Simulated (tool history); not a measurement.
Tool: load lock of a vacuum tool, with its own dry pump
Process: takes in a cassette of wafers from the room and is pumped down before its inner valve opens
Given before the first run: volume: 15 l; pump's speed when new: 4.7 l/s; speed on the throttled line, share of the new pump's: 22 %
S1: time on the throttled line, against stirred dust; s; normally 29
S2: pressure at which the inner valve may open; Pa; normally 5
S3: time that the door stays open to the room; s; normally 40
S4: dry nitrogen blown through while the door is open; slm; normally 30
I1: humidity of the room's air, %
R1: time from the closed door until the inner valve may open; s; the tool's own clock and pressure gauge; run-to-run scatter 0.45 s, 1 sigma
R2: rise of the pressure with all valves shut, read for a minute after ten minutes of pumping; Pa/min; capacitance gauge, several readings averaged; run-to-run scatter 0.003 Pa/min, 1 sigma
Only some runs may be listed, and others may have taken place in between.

{"run": 1, "hour": 0.0, "S1": 29, "S2": 5, "S3": 40, "S4": 30, "I1": 46.8, "R1": 56.8, "R2": 0.372}
{"run": 2, "hour": 243.7, "S1": 29, "S2": 5, "S3": 40, "S4": 6, "I1": 43.6, "R1": 57.4, "R2": 0.396}
{"run": 3, "hour": 633.4, "S1": 29, "S2": 5, "S3": 40, "S4": 30, "I1": 49.5, "R1": 57.2, "R2": 0.386}
{"run": 4, "hour": 988.6, "S1": 29, "S2": 5, "S3": 40, "S4": 30, "I1": 45.4, "R1": 58.3, "R2": 0.397}
{"run": 5, "hour": 1195.1, "S1": 29, "S2": 5, "S3": 40, "S4": 30, "I1": 40.7, "R1": 58.0, "R2": 0.403}
{"run": 6, "hour": 1386.8, "S1": 29, "S2": 5, "S3": 40, "S4": 30, "I1": 45.5, "R1": 57.9, "R2": 0.41}
{"run": 7, "hour": 1731.2, "S1": 29, "S2": 5, "S3": 40, "S4": 30, "I1": 42.9, "R1": 58.8, "R2": 0.432}
{"run": 8, "hour": 2076.7, "S1": 29, "S2": 5, "S3": 79, "S4": 30, "I1": 44.1, "R1": 57.2, "R2": 0.449}
{"run": 9, "hour": 2470.2, "S1": 29, "S2": 5, "S3": 79, "S4": 30, "I1": 48.8, "R1": 58.2, "R2": 0.467}
{"run": 10, "hour": 2832.4, "S1": 29, "S2": 5, "S3": 79, "S4": 30, "I1": 45.0, "R1": 57.8, "R2": 0.477}
{"run": 11, "hour": 3063.3, "S1": 29, "S2": 5, "S3": 79, "S4": 30, "I1": 45.8, "R1": 59.4, "R2": 0.48}
{"run": 12, "hour": 3263.3, "S1": 29, "S2": 5, "S3": 40, "S4": 30, "I1": 45.0, "R1": 58.1, "R2": 0.469}
{"run": 13, "hour": 3619.2, "S1": 29, "S2": 5, "S3": 95, "S4": 30, "I1": 43.6, "R1": 58.0, "R2": 0.51}
{"run": 14, "hour": 3808.5, "S1": 29, "S2": 5, "S3": 40, "S4": 30, "I1": 42.1, "R1": 58.8, "R2": 0.486}
{"run": 15, "hour": 4044.1, "S1": 29, "S2": 5, "S3": 40, "S4": 30, "I1": 42.3, "R1": 58.5, "R2": 0.49}
{"run": 16, "hour": 4347.5, "S1": 29, "S2": 5, "S3": 40, "S4": 30, "I1": 44.2, "R1": 58.0, "R2": 0.512}
{"run": 17, "hour": 4588.4, "S1": 29, "S2": 5, "S3": 40, "S4": 30, "I1": 43.3, "R1": 59.3, "R2": 0.519}
{"run": 18, "hour": 4824.9, "S1": 29, "S2": 5, "S3": 40, "S4": 30, "I1": 45.5, "R1": 58.7, "R2": 0.532}
{"run": 19, "hour": 5013.5, "S1": 48, "S2": 5, "S3": 100, "S4": 30, "I1": 42.5, "R1": 73.4, "R2": 0.548}
{"run": 20, "hour": 5407.0, "S1": 29, "S2": 6, "S3": 40, "S4": 30, "I1": 44.9, "R1": 58.4, "R2": 0.537}
{"run": 21, "hour": 5706.7, "S1": 38, "S2": 5, "S3": 40, "S4": 30, "I1": 45.6, "R1": 65.8, "R2": 0.563}
{"hour": 5924.7, "done": "door's seal changed, seat wiped"}
{"run": 22, "hour": 6054.1, "S1": 29, "S2": 5, "S3": 163, "S4": 32, "I1": 42.8, "R1": 58.8, "R2": 0.068}
{"run": 23, "hour": 6342.7, "S1": 19, "S2": 5, "S3": 40, "S4": 36, "I1": 42.5, "R1": 52.7, "R2": 0.028}
{"run": 24, "hour": 6564.6, "S1": 29, "S2": 10, "S3": 182, "S4": 15, "I1": 44.4, "R1": 56.7, "R2": 0.103}
{"run": 25, "hour": 6946.2, "S1": 52, "S2": 5, "S3": 39, "S4": 40, "I1": 47.0, "R1": 76.8, "R2": 0.036}
{"run": 26, "hour": 7118.4, "S1": 19, "S2": 5, "S3": 39, "S4": 14, "I1": 43.7, "R1": 52.6, "R2": 0.044}
{"run": 27, "hour": 7380.8, "S1": 19, "S2": 8, "S3": 38, "S4": 14, "I1": 45.7, "R1": 49.8, "R2": 0.054}
{"run": 28, "hour": 7588.2, "S1": 19, "S2": 8, "S3": 38, "S4": 14, "I1": 47.4, "R1": 50.7, "R2": 0.055}
{"run": 29, "hour": 7975.0, "S1": 19, "S2": 8, "S3": 38, "S4": 14, "I1": 43.1, "R1": 50.3, "R2": 0.058}
{"run": 30, "hour": 8280.3, "S1": 38, "S2": 5, "S3": 27, "S4": 30, "I1": 44.0, "R1": 66.1, "R2": 0.046}
{"run": 31, "hour": 8470.2, "S1": 29, "S2": 6, "S3": 40, "S4": 30, "I1": 44.5, "R1": 59.0, "R2": 0.051}
{"run": 32, "hour": 8662.7, "S1": 29, "S2": 10, "S3": 40, "S4": 12, "I1": 46.8, "R1": 56.5, "R2": 0.074}
{"run": 33, "hour": 8938.5, "S1": 29, "S2": 5, "S3": 104, "S4": 5, "I1": 42.1, "R1": 59.7, "R2": 0.101}
{"run": 34, "hour": 9228.5, "S1": 29, "S2": 5, "S3": 104, "S4": 5, "I1": 47.2, "R1": 60.5, "R2": 0.116}
{"run": 35, "hour": 9412.4, "S1": 18, "S2": 5, "S3": 40, "S4": 7, "I1": 45.1, "R1": 52.8, "R2": 0.081}
{"run": 36, "hour": 9672.1, "S1": 29, "S2": 5, "S3": 98, "S4": 4, "I1": 44.5, "R1": 60.9, "R2": 0.117}

Each row is a separate what-if for the run after 36, all from the same tool condition, not one after another. Results?
{"run": "A", "hour": 9952.3, "S1": 29, "S2": 5, "S3": 83, "S4": 4, "I1": 46.1, "R1": "?", "R2": "?"}
{"run": "B", "hour": 9952.3, "S1": 21, "S2": 5, "S3": 40, "S4": 12, "I1": 41.6, "R1": "?", "R2": "?"}
{"run": "C", "hour": 9952.3, "S1": 40, "S2": 4, "S3": 40, "S4": 18, "I1": 46.5, "R1": "?", "R2": "?"}
{"run": "D", "hour": 9952.3, "S1": 29, "S2": 4, "S3": 98, "S4": 26, "I1": 44.6, "R1": "?", "R2": "?"}

run=A R1=59.7 R2=0.106
run=B R1=54.9 R2=0.072
run=C R1=69.0 R2=0.079
run=D R1=61.1 R2=0.092
Without the tool's hidden state the same runs would have given:
run=A R1=54.3 R2=0.066
run=B R1=49.1 R2=0.031
run=C R1=63.9 R2=0.038
run=D R1=55.4 R2=0.051

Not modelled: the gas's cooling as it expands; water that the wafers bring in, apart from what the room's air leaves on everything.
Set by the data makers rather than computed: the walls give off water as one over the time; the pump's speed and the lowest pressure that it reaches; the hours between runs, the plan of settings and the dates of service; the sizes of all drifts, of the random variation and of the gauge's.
